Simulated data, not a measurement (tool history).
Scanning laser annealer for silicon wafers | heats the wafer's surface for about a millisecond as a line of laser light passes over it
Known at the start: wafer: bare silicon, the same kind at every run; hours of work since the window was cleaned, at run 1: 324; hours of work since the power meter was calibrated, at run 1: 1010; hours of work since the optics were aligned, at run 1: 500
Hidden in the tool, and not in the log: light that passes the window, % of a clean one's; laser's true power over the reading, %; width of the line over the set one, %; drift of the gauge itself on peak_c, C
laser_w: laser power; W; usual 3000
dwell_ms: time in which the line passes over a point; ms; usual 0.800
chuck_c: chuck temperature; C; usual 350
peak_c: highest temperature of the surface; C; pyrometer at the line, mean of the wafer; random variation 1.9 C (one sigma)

run   hour  laser_w  dwell_ms  chuck_c  hours of work since the window was cleaned  hours of work since the power meter was calibrated  hours of work since the optics were aligned  peak_c
  1    0.0     3000     0.800      350                                         324                                                1010                                          500    1122
  2   79.4     3000     0.800      350                                         360                                                1047                                          537    1122
  3  138.8     3000     0.800      381                                         388                                                1074                                          565    1151
  4  214.2     3000     0.800      381                                         423                                                1109                                          599    1145
  5  311.1     3000     0.800      350                                         468                                                1154                                          644    1108
     322.3  -- laser's power meter calibrated
  6  414.5     2585     0.800      350                                         514                                                  43                                          691     981
  7  507.9     2585     0.800      350                                         557                                                  86                                          734     982
     537.7  -- laser's power meter calibrated, once more
  8  599.5     2636     0.871      350                                         598                                                  29                                          775    1023
  9  647.6     2636     0.871      350                                         620                                                  51                                          797    1020
 10  704.7     2636     0.871      350                                         647                                                  77                                          824    1021
 11  791.8     2649     0.583      319                                         687                                                 118                                          864     874
 12  865.3     2648     0.927      350                                         721                                                 152                                          898    1038

3 ways to go on from here, each from the tool as it stands after run 12. What would each give?
  A  943.7     2573     0.927      317                                         758                                                 188                                          934       ?
  B  943.7     3229     0.766      341                                         758                                                 188                                          934       ?
  C  943.7     2648     0.767      350                                         758                                                 188                                          934       ?

run  peak_c
  A     974
  B    1135
  C     979
Without the tool's hidden state the same runs would have given:
run  peak_c
  A    1029
  B    1201
  C    1031

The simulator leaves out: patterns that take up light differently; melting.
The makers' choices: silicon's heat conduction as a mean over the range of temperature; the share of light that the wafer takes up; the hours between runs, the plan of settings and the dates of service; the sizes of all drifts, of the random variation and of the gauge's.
